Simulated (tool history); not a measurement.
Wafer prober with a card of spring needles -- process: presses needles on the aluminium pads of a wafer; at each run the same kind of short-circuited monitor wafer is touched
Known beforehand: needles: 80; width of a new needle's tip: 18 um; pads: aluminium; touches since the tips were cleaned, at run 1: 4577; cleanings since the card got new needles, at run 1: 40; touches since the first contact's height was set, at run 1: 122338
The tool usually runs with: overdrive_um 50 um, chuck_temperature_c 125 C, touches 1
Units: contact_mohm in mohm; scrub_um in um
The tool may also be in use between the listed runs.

| run | hour | overdrive_um | chuck_temperature_c | touches | touches since the tips were cleaned | cleanings since the card got new needles | touches since the first contact's height was set | contact_mohm | scrub_um |
|---|---|---|---|---|---|---|---|---|---|
| 1 | 0 | 50 | 125 | 1 | 4577 | 40 | 122338 | 281 | 10.02 |
|  | 6.2 | tips cleaned on abrasive film |
|  | 21.6 | tips cleaned on abrasive film |
|  | 37 | tips cleaned on abrasive film |
|  | 52.4 | tips cleaned on abrasive film |
|  | 64.7 | tips cleaned on abrasive film |
|  | 80.1 | tips cleaned on abrasive film |
| 2 | 90.1 | 50 | 125 | 1 | 5520 | 46 | 171597 | 280 | 10 |
|  | 93.3 | tips cleaned on abrasive film |
|  | 105.6 | tips cleaned on abrasive film |
|  | 121 | tips cleaned on abrasive film |
|  | 133.3 | tips cleaned on abrasive film |
|  | 148.7 | tips cleaned on abrasive film |
|  | 155.1 | height of the first contact set anew |
|  | 161.4 | tips cleaned on abrasive film |
| 3 | 161.4 | 50 | 125 | 1 | 0 | 52 | 3422 | 282 | 10.03 |
|  | 176.8 | tips cleaned on abrasive film |
|  | 192.2 | tips cleaned on abrasive film |
|  | 207.6 | tips cleaned on abrasive film |
|  | 223 | tips cleaned on abrasive film |
|  | 238.4 | tips cleaned on abrasive film |
|  | 253.8 | tips cleaned on abrasive film |
| 4 | 261.3 | 55 | 125 | 1 | 4144 | 58 | 58033 | 279 | 11.04 |
|  | 267.5 | tips cleaned on abrasive film |
|  | 282.9 | tips cleaned on abrasive film |
|  | 298.3 | tips cleaned on abrasive film |
|  | 310.6 | tips cleaned on abrasive film |
|  | 326 | tips cleaned on abrasive film |
| 5 | 326.4 | 55 | 125 | 1 | 221 | 63 | 93583 | 279 | 11.01 |
|  | 338.7 | tips cleaned on abrasive film |
|  | 354.1 | tips cleaned on abrasive film |
|  | 369.5 | tips cleaned on abrasive film |
|  | 384.9 | tips cleaned on abrasive film |
|  | 400.3 | tips cleaned on abrasive film |
| 6 | 411.9 | 34 | 48 | 3 | 6409 | 68 | 140372 | 268 | 6.8 |
|  | 415.1 | tips cleaned on abrasive film |
|  | 427.4 | tips cleaned on abrasive film |
|  | 442.8 | tips cleaned on abrasive film |
|  | 455.2 | tips cleaned on abrasive film |
|  | 470.5 | tips cleaned on abrasive film |
| 7 | 477 | 34 | 48 | 3 | 3546 | 73 | 175881 | 268 | 6.83 |
|  | 483.2 | tips cleaned on abrasive film |
|  | 495.5 | tips cleaned on abrasive film |
|  | 510.9 | tips cleaned on abrasive film |
|  | 526.3 | tips cleaned on abrasive film |
| 8 | 531.8 | 65 | 27 | 1 | 3037 | 77 | 205834 | 246 | 13.03 |
|  | 535.2 | height of the first contact set anew |
|  | 541.4 | tips cleaned on abrasive film |
|  | 556.8 | tips cleaned on abrasive film |
|  | 572.2 | tips cleaned on abrasive film |
|  | 584.5 | tips cleaned on abrasive film |
|  | 599.9 | tips cleaned on abrasive film |
|  | 615.3 | tips cleaned on abrasive film |
|  | 630.3 | tips cleaned on abrasive film |
| 9 | 630.3 | 33 | 57 | 1 | 0 | 84 | 51967 | 275 | 6.63 |
|  | 645.7 | tips cleaned on abrasive film |
|  | 658 | tips cleaned on abrasive film |
|  | 673.4 | tips cleaned on abrasive film |
|  | 688.8 | tips cleaned on abrasive film |
| 10 | 695.5 | 33 | 125 | 1 | 3662 | 88 | 87593 | 297 | 6.62 |

Forecast each of these 3 alternatives for the next run:
|  | 701.7 | tips cleaned on abrasive film |
|  | 717.1 | tips cleaned on abrasive film |
|  | 732.5 | tips cleaned on abrasive film |
|  | 744.8 | tips cleaned on abrasive film |
|  | 760.2 | tips cleaned on abrasive film |
|  | 772.5 | tips cleaned on abrasive film |
| A | 777.5 | 33 | 125 | 1 | 2753 | 94 | 132405 | ? | ? |
|  | 701.7 | tips cleaned on abrasive film |
|  | 717.1 | tips cleaned on abrasive film |
|  | 732.5 | tips cleaned on abrasive film |
|  | 744.8 | tips cleaned on abrasive film |
|  | 760.2 | tips cleaned on abrasive film |
|  | 772.5 | tips cleaned on abrasive film |
| B | 777.5 | 33 | 125 | 1 | 2753 | 94 | 132405 | ? | ? |
|  | 701.7 | tips cleaned on abrasive film |
|  | 717.1 | tips cleaned on abrasive film |
|  | 732.5 | tips cleaned on abrasive film |
|  | 744.8 | tips cleaned on abrasive film |
|  | 760.2 | tips cleaned on abrasive film |
|  | 772.5 | tips cleaned on abrasive film |
| C | 777.5 | 34 | 33 | 1 | 2753 | 94 | 132405 | ? | ? |

| run | contact_mohm | scrub_um |
|---|---|---|
| A | 303 | 6.62 |
| B | 300 | 6.69 |
| C | 271 | 6.78 |
Had the tool no hidden state, the same runs would have come out as:
| run | contact_mohm | scrub_um |
|---|---|---|
| A | 301 | 6.62 |
| B | 298 | 6.69 |
| C | 270 | 6.78 |
